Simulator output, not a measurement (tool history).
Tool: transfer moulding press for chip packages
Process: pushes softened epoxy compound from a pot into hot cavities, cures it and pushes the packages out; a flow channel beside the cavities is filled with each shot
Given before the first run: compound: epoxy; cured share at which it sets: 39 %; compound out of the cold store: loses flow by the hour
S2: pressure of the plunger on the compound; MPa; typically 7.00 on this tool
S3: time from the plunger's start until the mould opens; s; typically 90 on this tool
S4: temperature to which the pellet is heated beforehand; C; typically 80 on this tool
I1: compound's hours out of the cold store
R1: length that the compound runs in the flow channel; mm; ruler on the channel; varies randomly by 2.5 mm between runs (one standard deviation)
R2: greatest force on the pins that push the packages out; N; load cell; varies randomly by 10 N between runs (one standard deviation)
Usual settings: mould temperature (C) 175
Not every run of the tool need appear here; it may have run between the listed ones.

{"run": 1, "hour": 0.0, "mould temperature (C)": 175, "S2": 7.0, "S3": 90, "S4": 80, "I1": 14.1, "R1": 560, "R2": 727}
{"hour": 37.8, "done": "cavities cleaned with cleaning compound and waxed"}
{"run": 2, "hour": 37.8, "mould temperature (C)": 175, "S2": 7.0, "S3": 90, "S4": 80, "I1": 14.3, "R1": 557, "R2": 511}
{"run": 3, "hour": 65.2, "mould temperature (C)": 175, "S2": 7.0, "S3": 90, "S4": 80, "I1": 44.2, "R1": 517, "R2": 659}
{"hour": 106.1, "done": "cavities cleaned with cleaning compound and waxed"}
{"run": 4, "hour": 109.1, "mould temperature (C)": 175, "S2": 7.0, "S3": 90, "S4": 80, "I1": 16.1, "R1": 550, "R2": 518}
{"run": 5, "hour": 141.8, "mould temperature (C)": 175, "S2": 7.0, "S3": 90, "S4": 80, "I1": 45.7, "R1": 509, "R2": 669}
{"hour": 174.5, "done": "cavities cleaned with cleaning compound and waxed"}
{"run": 6, "hour": 189.5, "mould temperature (C)": 175, "S2": 7.0, "S3": 90, "S4": 80, "I1": 39.0, "R1": 507, "R2": 590}
{"run": 7, "hour": 226.9, "mould temperature (C)": 175, "S2": 7.0, "S3": 84, "S4": 80, "I1": 9.3, "R1": 548, "R2": 1009}
{"hour": 241.7, "done": "cavities cleaned with cleaning compound and waxed"}
{"run": 8, "hour": 263.6, "mould temperature (C)": 175, "S2": 7.0, "S3": 71, "S4": 74, "I1": 43.3, "R1": 498, "R2": 1102}
{"run": 9, "hour": 294.9, "mould temperature (C)": 171, "S2": 7.0, "S3": 75, "S4": 74, "I1": 35.9, "R1": 520, "R2": 1654}
{"hour": 310.8, "done": "cavities cleaned with cleaning compound and waxed"}
{"run": 10, "hour": 322.2, "mould temperature (C)": 171, "S2": 7.0, "S3": 75, "S4": 74, "I1": 26.2, "R1": 530, "R2": 1166}

Branching from run 10: 3 alternative next runs. What would each branch give?
{"run": "A", "hour": 350.7, "mould temperature (C)": 171, "S2": 5.64, "S3": 113, "S4": 74, "I1": 34.6, "R1": "?", "R2": "?"}
{"run": "B", "hour": 350.7, "mould temperature (C)": 170, "S2": 7.0, "S3": 109, "S4": 80, "I1": 26.0, "R1": "?", "R2": "?"}
{"run": "C", "hour": 350.7, "mould temperature (C)": 179, "S2": 5.25, "S3": 81, "S4": 80, "I1": 15.6, "R1": "?", "R2": "?"}

run=A R1=463 R2=634
run=B R1=530 R2=721
run=C R1=448 R2=724
Without the tool's hidden state the same runs would have given:
run=A R1=496 R2=407
run=B R1=568 R2=467
run=C R1=479 R2=467
